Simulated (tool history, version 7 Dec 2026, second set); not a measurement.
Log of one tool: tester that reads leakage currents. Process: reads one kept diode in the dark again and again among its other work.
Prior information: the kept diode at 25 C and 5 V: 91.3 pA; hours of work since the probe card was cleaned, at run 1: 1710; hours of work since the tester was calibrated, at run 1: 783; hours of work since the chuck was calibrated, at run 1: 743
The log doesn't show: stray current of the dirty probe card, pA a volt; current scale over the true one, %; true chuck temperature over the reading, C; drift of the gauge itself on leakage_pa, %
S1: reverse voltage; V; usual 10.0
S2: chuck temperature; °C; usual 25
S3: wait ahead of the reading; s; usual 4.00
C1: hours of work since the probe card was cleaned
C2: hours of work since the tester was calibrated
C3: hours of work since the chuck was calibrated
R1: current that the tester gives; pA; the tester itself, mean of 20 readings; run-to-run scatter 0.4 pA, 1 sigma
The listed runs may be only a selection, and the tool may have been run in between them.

run 1 hour=0.0 | S1=10.0 S2=25 S3=4.00 | C1=1710 C2=783 C3=743 | R1=137.14
run 2 hour=22.3 | S1=3.3 S2=25 S3=4.00 | C1=1726 C2=798 C3=759 | R1=73.50
run 3 hour=46.3 | S1=3.3 S2=25 S3=4.00 | C1=1742 C2=815 C3=776 | R1=73.71
run 4 hour=83.7 | S1=3.3 S2=25 S3=4.00 | C1=1769 C2=842 C3=802 | R1=73.37
run 5 hour=102.9 | S1=3.3 S2=25 S3=4.00 | C1=1783 C2=855 C3=816 | R1=73.16
run 6 hour=123.3 | S1=3.3 S2=25 S3=4.00 | C1=1797 C2=870 C3=830 | R1=73.27
run 7 hour=156.4 | S1=3.3 S2=25 S3=4.00 | C1=1820 C2=893 C3=854 | R1=73.01
run 8 hour=180.3 | S1=14.0 S2=31 S3=0.47 | C1=1837 C2=910 C3=871 | R1=270.48
run 9 hour=199.8 | S1=1.1 S2=44 S3=1.77 | C1=1851 C2=924 C3=884 | R1=172.50
run 10 hour=240.2 | S1=12.1 S2=43 S3=0.91 | C1=1880 C2=953 C3=913 | R1=581.75
run 11 hour=259.5 | S1=14.8 S2=25 S3=0.36 | C1=1894 C2=966 C3=927 | R1=186.70

Consider 3 possible next runs. They are alternatives, not a sequence: every one starts from the tool as it was left by run 11. What does each give?
run A hour=279.2 | S1=2.9 S2=43 S3=8.37 | C1=1907 C2=980 C3=941 | R1=?
run B hour=279.2 | S1=2.1 S2=25 S3=4.00 | C1=1907 C2=980 C3=941 | R1=?
run C hour=279.2 | S1=14.8 S2=22 S3=0.36 | C1=1907 C2=980 C3=941 | R1=?

run=A R1=268.62
run=B R1=57.05
run=C R1=152.35
Without the tool's unlogged condition, the same runs would have read:
run=A R1=281.53
run=B R1=58.15
run=C R1=142.02
